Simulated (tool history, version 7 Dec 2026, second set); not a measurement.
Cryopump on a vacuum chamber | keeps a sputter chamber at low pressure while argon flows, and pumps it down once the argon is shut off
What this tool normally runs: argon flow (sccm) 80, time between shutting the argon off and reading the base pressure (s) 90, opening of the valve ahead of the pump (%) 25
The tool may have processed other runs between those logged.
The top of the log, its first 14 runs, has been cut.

run	hour	argon flow (sccm)	time between shutting the argon off and reading the base pressure (s)	opening of the valve ahead of the pump (%)	pressure while argon flows (Pa)	pressure after the wait (uPa)
15	189.3	80	73	25	0.2459	1.77
16	200.8	80	73	25	0.2437	1.83
17	210.6	80	73	25	0.2466	1.75
18	220.6	80	73	25	0.2488	1.83
19	234.2	43	36	49	0.0703	2.54
20	244.1	80	148	25	0.2468	1.55
21	253.2	126	43	33	0.3002	2.3
22	262.5	126	43	33	0.3014	2.35
23	270.7	144	116	38	0.3044	1.62
24	284.6	144	116	38	0.3053	1.67
25	293.9	47	116	45	0.0867	1.72
26	309.3	47	116	45	0.0852	1.71
27	325.8	80	90	40	0.1649	1.84
28	335.6	35	90	25	0.1112	1.87
29	345.2	35	90	25	0.1097	1.83
# hour 351.4: pump warmed up, emptied and cooled again
30	363.5	35	60	32	0.0795	1.77
31	374.5	35	60	32	0.0788	1.85
32	385.9	45	32	25	0.131	2.47
33	394.7	45	32	25	0.1305	2.51
34	407.7	59	146	45	0.0967	1.37
35	418.3	79	146	56	0.1045	1.38

What if the next run were any one of these 3? Each begins from the tool's condition after run 35:
A	426.4	40	24	25	?	?
B	426.4	156	136	38	?	?
C	426.4	79	146	20	?	?

run	pressure while argon flows (Pa)	pressure after the wait (uPa)
A	0.1179	3
B	0.3011	1.4
C	0.2864	1.39
The same runs, with their run-to-run variation unchanged, on a tool lacking any hidden condition would have given:
run	pressure while argon flows (Pa)	pressure after the wait (uPa)
A	0.1165	2.06
B	0.2956	0.45
C	0.2836	0.45
